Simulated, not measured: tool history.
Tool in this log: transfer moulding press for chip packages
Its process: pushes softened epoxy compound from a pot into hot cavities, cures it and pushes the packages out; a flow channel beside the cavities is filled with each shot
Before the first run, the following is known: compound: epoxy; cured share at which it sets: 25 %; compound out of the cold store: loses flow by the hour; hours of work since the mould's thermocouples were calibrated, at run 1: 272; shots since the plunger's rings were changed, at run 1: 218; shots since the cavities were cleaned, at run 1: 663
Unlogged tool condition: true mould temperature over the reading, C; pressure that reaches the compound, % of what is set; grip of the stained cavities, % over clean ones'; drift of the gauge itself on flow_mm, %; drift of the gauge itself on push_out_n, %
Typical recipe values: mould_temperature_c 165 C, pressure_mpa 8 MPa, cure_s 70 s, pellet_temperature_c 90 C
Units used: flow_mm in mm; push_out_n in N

| run | hour | mould_temperature_c | pressure_mpa | cure_s | pellet_temperature_c | hours of work since the mould's thermocouples were calibrated | shots since the plunger's rings were changed | shots since the cavities were cleaned | incoming compound's hours out of the cold store | flow_mm | push_out_n |
|---|---|---|---|---|---|---|---|---|---|---|---|
| 1 | 0 | 165 | 8 | 70 | 90 | 272 | 218 | 663 | 43.7 | 554.1 | 359 |
|  | 22.4 | cavities cleaned with cleaning compound and waxed |
| 2 | 32.6 | 165 | 8 | 70 | 90 | 289 | 598 | 125 | 17.1 | 619.6 | 299 |
| 3 | 60.1 | 165 | 8 | 70 | 90 | 305 | 934 | 461 | 41.3 | 556.1 | 331 |
| 4 | 92.3 | 164 | 8 | 70 | 90 | 322 | 1329 | 856 | 23 | 603.9 | 410 |
|  | 97.2 | cavities cleaned with cleaning compound and waxed |
| 5 | 112 | 164 | 8 | 103 | 90 | 332 | 1552 | 182 | 27.3 | 591.1 | 211 |
| 6 | 144.7 | 165 | 8 | 70 | 85 | 350 | 1952 | 582 | 24.1 | 598.6 | 361 |
| 7 | 166.1 | 165 | 8 | 70 | 85 | 362 | 2213 | 843 | 26.9 | 588.4 | 392 |
|  | 172.9 | cavities cleaned with cleaning compound and waxed |
| 8 | 193.1 | 165 | 8 | 70 | 90 | 376 | 2525 | 247 | 26.7 | 587.1 | 307 |
| 9 | 227.3 | 165 | 9.61 | 81 | 81 | 395 | 2943 | 665 | 11 | 689.2 | 281 |
|  | 250.3 | cavities cleaned with cleaning compound and waxed |
| 10 | 267.6 | 165 | 8 | 53 | 87 | 417 | 3419 | 212 | 26.6 | 584.4 | 636 |
| 11 | 297.2 | 165 | 9.11 | 70 | 90 | 433 | 3781 | 574 | 11.7 | 660.4 | 364 |
|  | 323.9 | plunger's sealing rings changed |
|  | 327.7 | cavities cleaned with cleaning compound and waxed |
| 12 | 328.9 | 165 | 9.11 | 70 | 90 | 448 | 43 | 14 | 41.5 | 598.8 | 270 |
| 13 | 362.7 | 165 | 6.14 | 61 | 93 | 467 | 457 | 428 | 44 | 483.5 | 442 |
| 14 | 383.4 | 165 | 9.07 | 70 | 86 | 478 | 710 | 681 | 37.6 | 605.2 | 354 |
|  | 402.3 | cavities cleaned with cleaning compound and waxed |
| 15 | 422.9 | 165 | 9.31 | 76 | 86 | 499 | 1175 | 252 | 34.2 | 619.8 | 269 |
| 16 | 450.2 | 161 | 6.96 | 81 | 88 | 514 | 1509 | 586 | 35 | 543 | 329 |

Below are 3 alternative next runs, each starting from the tool's condition after run 16. Predict each:
|  | 479.9 | cavities cleaned with cleaning compound and waxed |
| A | 485.4 | 165 | 8 | 56 | 90 | 533 | 1922 | 68 | 9.9 | ? | ? |
|  | 479.9 | cavities cleaned with cleaning compound and waxed |
| B | 485.4 | 161 | 6.96 | 81 | 99 | 533 | 1922 | 68 | 20.9 | ? | ? |
|  | 479.9 | cavities cleaned with cleaning compound and waxed |
| C | 485.4 | 160 | 6.31 | 81 | 88 | 533 | 1922 | 68 | 28.8 | ? | ? |

| run | flow_mm | push_out_n |
|---|---|---|
| A | 631.1 | 566 |
| B | 571.5 | 265 |
| C | 530.4 | 295 |
With no hidden state in the tool, these same runs would have given:
| run | flow_mm | push_out_n |
|---|---|---|
| A | 638.2 | 488 |
| B | 577.8 | 229 |
| C | 536.3 | 254 |
